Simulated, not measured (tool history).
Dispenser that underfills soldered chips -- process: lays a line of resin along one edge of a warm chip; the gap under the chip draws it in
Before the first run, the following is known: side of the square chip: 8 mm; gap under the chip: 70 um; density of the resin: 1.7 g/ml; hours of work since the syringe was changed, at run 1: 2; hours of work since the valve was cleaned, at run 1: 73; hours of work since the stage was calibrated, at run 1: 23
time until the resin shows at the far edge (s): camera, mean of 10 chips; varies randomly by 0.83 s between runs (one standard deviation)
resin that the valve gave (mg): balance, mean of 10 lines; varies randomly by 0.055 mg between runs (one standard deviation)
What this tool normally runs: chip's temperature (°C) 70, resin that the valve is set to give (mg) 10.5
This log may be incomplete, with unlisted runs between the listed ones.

run	hour	chip's temperature (°C)	resin that the valve is set to give (mg)	hours of work since the syringe was changed	hours of work since the valve was cleaned	hours of work since the stage was calibrated	time until the resin shows at the far edge (s)	resin that the valve gave (mg)
1	0.0	70	10.5	2	73	23	88.8	9.95
2	4.1	70	10.5	5	76	26	107.3	9.92
# hour 7.0: dispensing valve cleaned and set on the balance
# hour 10.5: new syringe of resin
3	12.6	70	10.5	2	4	32	85.1	10.54
4	20.3	70	10.5	8	10	38	116.9	10.52
# hour 22.6: new syringe of resin
5	24.4	70	10.5	1	13	41	84.3	10.42
6	31.7	70	10.5	7	19	46	114.0	10.35
# hour 34.6: new syringe of resin
7	38.1	70	10.5	3	24	51	90.3	10.36
8	45.2	70	10.5	8	29	57	121.4	10.31
# hour 46.7: new syringe of resin
9	50.7	70	10.5	3	33	61	89.9	10.22
10	54.2	70	10.5	6	36	64	105.9	10.24
# hour 58.5: new syringe of resin
11	59.1	70	11.1	0	40	67	80.3	10.77
12	67.6	70	11.1	7	47	74	113.1	10.82
# hour 71.0: new syringe of resin
13	74.6	70	11.1	3	52	79	91.7	10.73
14	81.5	70	11.1	8	57	85	119.6	10.73
# hour 83.4: new syringe of resin
15	85.8	70	10.5	2	60	88	86.1	10.06
16	92.1	70	10.5	7	65	93	115.2	10.12
# hour 95.4: new syringe of resin
17	96.7	70	10.5	1	69	96	81.9	10.05
18	101.3	70	10.5	5	72	100	103.0	9.97
19	105.6	70	10.5	8	76	103	118.7	9.97
# hour 107.6: new syringe of resin
# hour 109.8: dispensing valve cleaned and set on the balance
20	110.8	70	10.5	2	1	106	87.9	10.53
21	118.0	63	12.5	7	6	112	148.6	12.41
# hour 120.9: new syringe of resin
22	125.2	76	10.4	3	12	117	78.4	10.39
23	130.8	81	13.1	8	16	122	79.7	13.05
# hour 133.1: new syringe of resin
24	135.2	81	13.1	2	20	125	57.0	12.93
25	141.5	55	13.3	7	25	130	192.1	13.16
# hour 145.0: new syringe of resin
26	149.8	59	13.3	4	31	136	139.6	13.09
27	155.2	59	13.3	8	35	141	178.0	13.04
# hour 156.9: new syringe of resin
28	161.5	59	13.3	4	40	145	145.5	13.02
# hour 168.8: new syringe of resin
29	169.3	59	13.3	0	46	151	119.2	12.90
30	172.8	62	10.6	3	49	154	127.6	10.30
31	177.0	70	11.2	7	52	157	110.3	10.84
# hour 181.2: new syringe of resin
32	183.0	70	11.2	1	56	162	83.7	10.83
33	189.4	63	12.8	6	61	167	140.3	12.29
# hour 193.5: new syringe of resin
34	197.0	84	10.4	3	67	173	55.8	9.97
35	204.5	84	10.4	9	73	179	77.2	10.00

4 ways to go on from here, each from the tool as it stands after run 35. What would each give?
# hour 205.9: new syringe of resin
# hour 211.9: dispensing valve cleaned and set on the balance
A	212.1	79	12.6	4	0	184	?	?
# hour 205.9: new syringe of resin
# hour 211.9: dispensing valve cleaned and set on the balance
B	212.1	70	9.2	4	0	184	?	?
# hour 205.9: new syringe of resin
# hour 211.9: dispensing valve cleaned and set on the balance
C	212.1	59	10.4	4	0	184	?	?
# hour 205.9: new syringe of resin
# hour 211.9: dispensing valve cleaned and set on the balance
D	212.1	74	12.2	4	0	184	?	?

run	time until the resin shows at the far edge (s)	resin that the valve gave (mg)
A	70.9	12.66
B	103.0	9.19
C	150.2	10.44
D	83.3	12.15
Without the tool's hidden state the same runs would have given:
run	time until the resin shows at the far edge (s)	resin that the valve gave (mg)
A	55.4	12.67
B	80.0	9.20
C	116.4	10.45
D	64.7	12.16
